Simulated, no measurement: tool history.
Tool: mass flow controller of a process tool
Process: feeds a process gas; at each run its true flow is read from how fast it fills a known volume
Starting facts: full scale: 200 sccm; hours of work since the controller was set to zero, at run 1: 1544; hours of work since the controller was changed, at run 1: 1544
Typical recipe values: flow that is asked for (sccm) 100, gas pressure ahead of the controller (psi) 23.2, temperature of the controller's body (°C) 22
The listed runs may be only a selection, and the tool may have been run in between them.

run    hour  flow that is asked for (sccm)  gas pressure ahead of the controller (psi)  temperature of the controller's body (°C)  hours of work since the controller was set to zero  hours of work since the controller was changed  true flow (%)
  1     0.0                            100                                        23.2                                         22                                                1544                                            1544          98.91
  2   306.3                            100                                        33.1                                         22                                                1639                                            1639          99.37
  3   465.6                            100                                        31.3                                         22                                                1688                                            1688          99.34
  4   736.4                            115                                        23.2                                         22                                                1772                                            1772          99.24
  5   916.6                            100                                        37.6                                         22                                                1828                                            1828          99.55
  6  1086.0                            100                                        37.6                                         22                                                1881                                            1881          99.56
  7  1335.7                            100                                        37.6                                         22                                                1959                                            1959          99.52
  8  1462.4                            100                                        23.2                                         22                                                1998                                            1998          99.07
  9  1744.8                            108                                        23.2                                         22                                                2086                                            2086          99.21
 10  1888.8                            108                                        23.2                                         22                                                2130                                            2130          99.13
 11  2109.3                            100                                        23.2                                         21                                                2199                                            2199          99.08
 12  2333.9                             90                                        23.2                                         22                                                2268                                            2268          98.83
 13  2591.7                             31                                        23.2                                         22                                                2349                                            2349          96.81
 14  2723.8                             31                                        23.2                                         22                                                2390                                            2390          96.54
 15  2852.6                             31                                        23.2                                         22                                                2430                                            2430          96.66
 16  3055.0                             31                                        23.2                                         22                                                2492                                            2492          96.60
 17  3267.0                            100                                        23.2                                         22                                                2558                                            2558          98.97
 18  3535.8                             86                                        22.8                                         36                                                2642                                            2642          97.08
 19  3677.3                             30                                        34.2                                         21                                                2686                                            2686          96.68
 20  3950.5                            143                                        32.6                                         28                                                2771                                            2771          98.88
 21  4248.3                            100                                        33.5                                         22                                                2863                                            2863          99.14
 22  4427.9                            100                                        33.5                                         22                                                2919                                            2919          99.12
 23  4589.7                             20                                        29.6                                         22                                                2969                                            2969          94.20
 24  4768.5                             20                                        29.6                                         22                                                3025                                            3025          93.97
 25  4991.6                             20                                        29.6                                         22                                                3094                                            3094          93.94
 26  5191.7                             43                                        23.2                                         22                                                3156                                            3156          96.80
 27  5348.9                            100                                        23.2                                         21                                                3205                                            3205          98.71
 28  5618.3                            100                                        23.2                                         23                                                3289                                            3289          98.62
 29  5904.3                            100                                        23.2                                         23                                                3377                                            3377          98.47
 30  6118.2                            178                                        23.2                                         30                                                3444                                            3444          98.55
 31  6300.9                             42                                        23.1                                         30                                                3501                                            3501          95.58
 32  6445.1                             92                                        37.9                                         21                                                3545                                            3545          99.01
 33  6613.0                             92                                        37.9                                         21                                                3597                                            3597          99.00

Some steps in true flow (%) between neighbouring runs. How much of each would the tool show without its hidden state too (settings, what came in, random variation), and how much is left for the hidden state, with any gauge scatter that isn't in both results?
The hidden state here: flow at rest that the sensor doesn't see, % of full scale; true flow over the shown one, %; drift of the gauge itself on true_pct, %.
Run 19 -> 20: flow that is asked for (sccm) 30 -> 143, gas pressure ahead of the controller (psi) 34.2 -> 32.6, temperature of the controller's body (°C) 21 -> 28. true flow (%) +2.20: hidden state +2.65, all else -0.45.
Run 22 -> 23: flow that is asked for (sccm) 100 -> 20, gas pressure ahead of the controller (psi) 33.5 -> 29.6. true flow (%) -4.92: hidden state -4.52, all else -0.40.
Run 25 -> 26: flow that is asked for (sccm) 20 -> 43, gas pressure ahead of the controller (psi) 29.6 -> 23.2. true flow (%) +2.86: hidden state +3.09, all else -0.23.
Run 30 -> 31: flow that is asked for (sccm) 178 -> 42, gas pressure ahead of the controller (psi) 23.2 -> 23.1. true flow (%) -2.97: hidden state -2.42, all else -0.55.
Run 31 -> 32: flow that is asked for (sccm) 42 -> 92, gas pressure ahead of the controller (psi) 23.1 -> 37.9, temperature of the controller's body (°C) 30 -> 21. true flow (%) +3.43: hidden state +1.70, all else +1.73.
